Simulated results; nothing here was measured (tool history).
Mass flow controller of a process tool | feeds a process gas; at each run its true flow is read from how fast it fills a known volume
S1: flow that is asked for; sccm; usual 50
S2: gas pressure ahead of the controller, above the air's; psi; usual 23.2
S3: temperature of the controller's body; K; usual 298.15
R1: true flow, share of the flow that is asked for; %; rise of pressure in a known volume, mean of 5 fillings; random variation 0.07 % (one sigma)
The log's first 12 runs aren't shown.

run,hour,S1,S2,S3,R1
13,790.2,50,25.5,298.15,98.72
14,856.9,50,25.5,298.15,98.84
15,933.8,50,25.5,298.15,98.65
16,1010.9,50,33.6,298.15,98.54
17,1077.3,50,23.2,298.15,98.72
18,1149.4,50,23.2,298.15,98.77
19,1226.4,50,23.2,298.15,98.60
20,1283.0,50,23.2,298.15,98.55
21,1328.7,27,20.9,298.15,97.53
22,1365.1,50,22.6,299.15,98.60
23,1402.4,66,28.7,298.15,99.22
24,1452.6,50,27.6,298.15,98.69
25,1495.2,50,34.4,293.15,98.75

Forecast run 26:
26,1582.5,33,22.9,296.15,?

{"run 26": {"R1": 97.91}}
Without the tool's hidden state the same run would have given R1 99.03 %.
